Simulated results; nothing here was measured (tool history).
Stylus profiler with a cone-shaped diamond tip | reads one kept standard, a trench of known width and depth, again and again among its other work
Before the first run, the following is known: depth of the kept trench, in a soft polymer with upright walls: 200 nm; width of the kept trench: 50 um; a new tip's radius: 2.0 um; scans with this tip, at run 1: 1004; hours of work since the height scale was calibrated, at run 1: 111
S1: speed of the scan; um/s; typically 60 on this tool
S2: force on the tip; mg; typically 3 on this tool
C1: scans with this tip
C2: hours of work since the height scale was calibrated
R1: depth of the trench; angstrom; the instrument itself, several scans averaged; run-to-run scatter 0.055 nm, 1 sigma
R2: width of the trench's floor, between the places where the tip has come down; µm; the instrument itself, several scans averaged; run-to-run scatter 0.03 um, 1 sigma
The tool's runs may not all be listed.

run 1 hour=0 | S1=60 S2=3 | C1=1004 C2=111 | R1=2021.4 R2=47.81
run 2 hour=12.2 | S1=21 S2=3 | C1=1089 C2=120 | R1=2022 R2=47.97
run 3 hour=19.9 | S1=21 S2=3 | C1=1142 C2=126 | R1=2022.1 R2=48.02
run 4 hour=30.4 | S1=21 S2=3 | C1=1214 C2=134 | R1=2020.6 R2=48.02
run 5 hour=44.6 | S1=21 S2=3 | C1=1313 C2=145 | R1=2021 R2=47.95
run 6 hour=51.5 | S1=21 S2=3 | C1=1360 C2=150 | R1=2021.4 R2=47.94
run 7 hour=67.2 | S1=41 S2=3 | C1=1469 C2=162 | R1=2020.5 R2=47.89
run 8 hour=79.1 | S1=60 S2=6.05 | C1=1552 C2=171 | R1=2034.3 R2=47.82
run 9 hour=86.5 | S1=60 S2=6.05 | C1=1603 C2=177 | R1=2034.2 R2=47.84
run 10 hour=101.1 | S1=60 S2=6.05 | C1=1703 C2=188 | R1=2035 R2=47.81
run 11 hour=110.6 | S1=60 S2=6.05 | C1=1769 C2=195 | R1=2034.4 R2=47.8
run 12 hour=122 | S1=60 S2=6.05 | C1=1849 C2=204 | R1=2033.6 R2=47.79
run 13 hour=131 | S1=60 S2=6.05 | C1=1911 C2=211 | R1=2034.4 R2=47.78
run 14 hour=140.7 | S1=60 S2=6.05 | C1=1978 C2=218 | R1=2033.9 R2=47.85
run 15 hour=155.1 | S1=60 S2=6.05 | C1=2077 C2=229 | R1=2033.5 R2=47.73
run 16 hour=161.4 | S1=60 S2=1.61 | C1=2121 C2=234 | R1=2012.6 R2=47.61
run 17 hour=170.4 | S1=60 S2=1.61 | C1=2184 C2=241 | R1=2013.6 R2=47.56
run 18 hour=186 | S1=60 S2=1.83 | C1=2291 C2=253 | R1=2014.2 R2=47.57
run 19 hour=195.7 | S1=60 S2=1.01 | C1=2359 C2=260 | R1=2009.7 R2=47.53
run 20 hour=203.3 | S1=38 S2=3 | C1=2411 C2=266 | R1=2021 R2=47.74
run 21 hour=214.6 | S1=38 S2=3 | C1=2489 C2=275 | R1=2020.9 R2=47.73
run 22 hour=226.1 | S1=38 S2=4.74 | C1=2569 C2=284 | R1=2028 R2=47.8
run 23 hour=233.7 | S1=124 S2=1.51 | C1=2621 C2=289 | R1=2012.1 R2=47.12
run 24 hour=245.3 | S1=224 S2=4.52 | C1=2701 C2=298 | R1=2027 R2=47.06
run 25 hour=257.2 | S1=154 S2=1.37 | C1=2784 C2=307 | R1=2011 R2=46.91
run 26 hour=272.5 | S1=35 S2=2.92 | C1=2890 C2=319 | R1=2019 R2=47.76
run 27 hour=280.6 | S1=113 S2=2.84 | C1=2946 C2=325 | R1=2019.1 R2=47.34
run 28 hour=291.8 | S1=113 S2=2.84 | C1=3024 C2=334 | R1=2019.7 R2=47.33
run 29 hour=303.5 | S1=113 S2=2.84 | C1=3104 C2=343 | R1=2019.5 R2=47.34
run 30 hour=316.4 | S1=172 S2=1.25 | C1=3194 C2=353 | R1=2011.2 R2=46.61
run 31 hour=329.4 | S1=24 S2=1.25 | C1=3284 C2=363 | R1=2010.3 R2=47.66
run 32 hour=339.4 | S1=23 S2=3 | C1=3353 C2=370 | R1=2020.4 R2=47.74
run 33 hour=350.5 | S1=23 S2=3 | C1=3430 C2=379 | R1=2019.4 R2=47.73
run 34 hour=358.7 | S1=96 S2=3 | C1=3487 C2=385 | R1=2020.1 R2=47.43
run 35 hour=370 | S1=96 S2=1.12 | C1=3565 C2=394 | R1=2009 R2=47.09
run 36 hour=381.3 | S1=17 S2=7.51 | C1=3643 C2=402 | R1=2037.9 R2=47.75
run 37 hour=396.3 | S1=17 S2=7.51 | C1=3747 C2=414 | R1=2037.8 R2=47.68
run 38 hour=410.7 | S1=143 S2=4.26 | C1=3846 C2=425 | R1=2025.6 R2=47.24
run 39 hour=421.7 | S1=143 S2=4.26 | C1=3923 C2=433 | R1=2025.9 R2=47.29
run 40 hour=429.1 | S1=143 S2=4.26 | C1=3974 C2=439 | R1=2025 R2=47.23

4 options for the next run, each taken on its own from the tool as it stands now. Forecast them:
run A hour=440.1 | S1=87 S2=1.45 | C1=4050 C2=447 | R1=? R2=?
run B hour=440.1 | S1=45 S2=1.3 | C1=4050 C2=447 | R1=? R2=?
run C hour=440.1 | S1=143 S2=2.57 | C1=4050 C2=447 | R1=? R2=?
run D hour=440.1 | S1=60 S2=2.69 | C1=4050 C2=447 | R1=? R2=?

run=A R1=2011.7 R2=47.16
run=B R1=2010.1 R2=47.43
run=C R1=2016.2 R2=47.05
run=D R1=2018.3 R2=47.43
Without the tool's unlogged condition, the same runs would have read:
run=A R1=2013.9 R2=47.66
run=B R1=2012.3 R2=47.92
run=C R1=2018.4 R2=47.54
run=D R1=2020.5 R2=47.92
